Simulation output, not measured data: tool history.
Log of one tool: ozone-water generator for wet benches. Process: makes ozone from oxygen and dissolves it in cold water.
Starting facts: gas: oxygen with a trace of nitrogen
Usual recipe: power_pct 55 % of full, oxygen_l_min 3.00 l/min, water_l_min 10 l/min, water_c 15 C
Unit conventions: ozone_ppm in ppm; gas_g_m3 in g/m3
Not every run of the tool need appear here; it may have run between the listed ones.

run,hour,power_pct,oxygen_l_min,water_l_min,water_c,ozone_ppm,gas_g_m3
1,0.0,55,3.00,10,15,18.5,149.7
2,159.1,55,3.00,10,15,18.2,148.6
3,368.5,55,3.00,10,15,18.2,147.0
4,484.2,55,3.00,10,15,18.1,146.4
5,662.9,55,4.23,10,15,16.7,114.4
6,803.9,55,3.00,10,15,18.0,147.9
7,943.6,55,3.00,10,15,17.7,144.8
8,1052.5,55,3.00,10,15,17.8,145.7
9,1184.6,55,3.00,10,15,17.8,145.7
10,1316.3,43,3.00,10,15,15.7,131.1
11,1465.8,43,3.00,10,15,15.7,129.4
12,1619.4,43,3.00,10,15,15.8,128.1
13,1796.6,55,3.00,10,18,16.8,142.3
14,1999.8,55,3.00,10,18,16.6,143.2
15,2100.4,55,3.00,10,15,17.4,143.9
16,2287.5,42,3.00,12,15,13.4,125.8
17,2487.6,42,3.00,12,15,13.3,125.8
# hour 2498.6: water thermometer calibrated
18,2708.8,55,3.00,10,7,19.0,140.8
19,2931.3,55,3.00,10,7,18.9,141.6
20,3090.7,55,3.00,10,7,18.5,139.3
21,3182.5,55,3.00,10,7,18.8,142.1
22,3373.4,55,3.00,10,7,18.8,138.9
23,3524.2,76,3.00,10,15,19.4,164.5
# hour 3536.3: water thermometer calibrated, once more
24,3722.5,77,2.00,10,10,21.2,213.5
25,3821.1,77,2.34,10,16,20.1,191.2
26,3975.1,77,2.34,10,16,19.6,190.9
# hour 4089.6: contactor cleaned
27,4140.1,51,3.00,10,11,17.8,133.3
28,4339.1,97,2.10,7,14,31.5,224.9
29,4481.3,65,3.00,10,8,20.8,146.5

Measured less the same run without the tool's hidden state. The same run-to-run variation is in both; the gauge's scatter may not be:
Unlogged tool condition in this case: yield of the discharge, % of new electrodes'; contactor's efficiency, % of a clean one's; true water temperature over the reading, C; drift of the gauge itself on ozone_ppm, %; drift of the gauge itself on gas_g_m3, %.
run,ozone_ppm,gas_g_m3
1,-2.2,-11.9
2,-2.4,-12.3
3,-2.4,-12.8
4,-2.5,-13.0
5,-2.4,-10.7
6,-2.7,-13.9
7,-2.8,-14.2
8,-2.8,-14.6
9,-2.9,-15.1
10,-2.4,-11.7
11,-2.5,-11.9
12,-2.4,-12.2
13,-3.0,-16.4
14,-3.2,-17.0
15,-3.3,-17.3
16,-2.4,-13.2
17,-2.5,-13.4
18,-4.0,-18.6
19,-4.2,-19.3
20,-4.2,-19.5
21,-4.3,-20.1
22,-4.4,-20.2
23,-5.3,-29.0
24,-5.9,-39.2
25,-5.5,-35.5
26,-5.6,-36.1
27,-2.8,-20.6
28,-7.0,-50.1
29,-4.0,-27.3

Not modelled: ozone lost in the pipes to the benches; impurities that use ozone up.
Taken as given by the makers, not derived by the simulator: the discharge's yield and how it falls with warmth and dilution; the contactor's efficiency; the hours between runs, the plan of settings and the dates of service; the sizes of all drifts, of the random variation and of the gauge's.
